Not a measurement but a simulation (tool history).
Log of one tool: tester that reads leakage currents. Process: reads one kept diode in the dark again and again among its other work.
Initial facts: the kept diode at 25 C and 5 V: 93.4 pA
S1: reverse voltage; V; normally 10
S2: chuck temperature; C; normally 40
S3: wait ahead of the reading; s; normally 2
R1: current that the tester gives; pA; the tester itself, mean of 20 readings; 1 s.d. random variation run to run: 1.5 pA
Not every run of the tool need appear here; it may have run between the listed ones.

run,hour,S1,S2,S3,R1
1,0,10,40,2,428.88
2,84.1,10,40,2,421.51
3,169.6,10,43,2,543.54
4,225.6,10,43,2,540.27
# hour 232.8: chuck's temperature calibrated
5,272.8,10,43,2,643.61
6,360.4,10,43,2,634.04
7,401.9,10,43,2,632.08
8,469.8,10,43,2,626.56
9,531.6,10,40,2,478.72
10,592.5,10,22,2,93.31
# hour 599.2: probe card cleaned and baked
11,647,10,40,0.35,471.66
12,735.4,10,40,0.35,466.7
13,811.2,10,40,0.35,463.58
14,855,10,40,0.35,462.73
# hour 872.5: probe card cleaned and baked, once more
15,929,10,40,0.35,448.63
16,986.1,2.1,23,0.35,47.51
17,1066,8.6,23,3.23,84.52

Run 18 has not been measured yet. What should we expect?
18,1125.1,2.4,58,0.57,?

{"run 18": {"R1": 1085.77}}
Minus the tool's unlogged condition, the same run would have read R1 1228.08 pA.

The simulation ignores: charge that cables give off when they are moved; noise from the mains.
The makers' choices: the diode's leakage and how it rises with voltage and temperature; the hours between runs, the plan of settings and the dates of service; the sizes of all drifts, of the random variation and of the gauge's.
